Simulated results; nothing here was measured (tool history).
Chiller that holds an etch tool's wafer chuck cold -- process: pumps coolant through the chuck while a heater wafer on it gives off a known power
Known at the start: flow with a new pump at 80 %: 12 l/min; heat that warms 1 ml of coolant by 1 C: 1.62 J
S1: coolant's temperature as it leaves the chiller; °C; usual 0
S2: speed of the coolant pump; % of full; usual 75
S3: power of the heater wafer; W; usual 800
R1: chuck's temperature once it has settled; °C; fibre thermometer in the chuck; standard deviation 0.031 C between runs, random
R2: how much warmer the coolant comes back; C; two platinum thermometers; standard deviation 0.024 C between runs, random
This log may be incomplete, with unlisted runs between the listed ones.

{"run": 1, "hour": 0.0, "S1": 0, "S2": 75, "S3": 800, "R1": 5.46, "R2": 2.64}
{"run": 2, "hour": 127.6, "S1": 0, "S2": 75, "S3": 559, "R1": 3.82, "R2": 1.88}
{"run": 3, "hour": 262.7, "S1": 0, "S2": 75, "S3": 559, "R1": 3.83, "R2": 1.88}
{"run": 4, "hour": 364.0, "S1": 0, "S2": 75, "S3": 559, "R1": 3.77, "R2": 1.88}
{"run": 5, "hour": 501.3, "S1": -8, "S2": 75, "S3": 800, "R1": -2.48, "R2": 2.71}
{"run": 6, "hour": 630.6, "S1": -8, "S2": 75, "S3": 800, "R1": -2.52, "R2": 2.71}
{"run": 7, "hour": 722.9, "S1": 0, "S2": 91, "S3": 800, "R1": 4.65, "R2": 2.15}
{"run": 8, "hour": 836.3, "S1": 0, "S2": 75, "S3": 800, "R1": 5.47, "R2": 2.73}
{"hour": 875.6, "done": "chiller's thermometer calibrated"}
{"run": 9, "hour": 909.3, "S1": 0, "S2": 75, "S3": 800, "R1": 5.48, "R2": 2.76}
{"run": 10, "hour": 985.8, "S1": -4, "S2": 68, "S3": 1064, "R1": 3.93, "R2": 4}
{"run": 11, "hour": 1070.3, "S1": 0, "S2": 72, "S3": 453, "R1": 3.22, "R2": 1.64}
{"run": 12, "hour": 1170.2, "S1": 0, "S2": 79, "S3": 740, "R1": 4.81, "R2": 2.4}
{"run": 13, "hour": 1237.3, "S1": 1, "S2": 85, "S3": 583, "R1": 4.59, "R2": 1.76}
{"run": 14, "hour": 1383.2, "S1": 5, "S2": 61, "S3": 800, "R1": 11.58, "R2": 3.44}
{"run": 15, "hour": 1471.5, "S1": 3, "S2": 74, "S3": 800, "R1": 8.58, "R2": 2.84}
{"run": 16, "hour": 1548.4, "S1": 3, "S2": 74, "S3": 800, "R1": 8.54, "R2": 2.82}
{"run": 17, "hour": 1636.5, "S1": -8, "S2": 74, "S3": 800, "R1": -2.43, "R2": 2.8}
{"run": 18, "hour": 1763.3, "S1": -8, "S2": 74, "S3": 800, "R1": -2.47, "R2": 2.79}

Each row is a separate what-if for the run after 18, all from the same tool condition, not one after another. Results?
{"run": "A", "hour": 1839.9, "S1": -8, "S2": 79, "S3": 1173, "R1": "?", "R2": "?"}
{"run": "B", "hour": 1839.9, "S1": 0, "S2": 91, "S3": 1099, "R1": "?", "R2": "?"}
{"run": "C", "hour": 1839.9, "S1": 3, "S2": 71, "S3": 1079, "R1": "?", "R2": "?"}
{"run": "D", "hour": 1839.9, "S1": 2, "S2": 80, "S3": 697, "R1": "?", "R2": "?"}

run=A R1=-0.27 R2=3.84
run=B R1=6.41 R2=3.08
run=C R1=10.79 R2=3.9
run=D R1=6.47 R2=2.26
Without the tool's unlogged condition, the same runs would have read:
run=A R1=-0.28 R2=3.7
run=B R1=6.4 R2=2.94
run=C R1=10.79 R2=3.77
run=D R1=6.47 R2=2.12
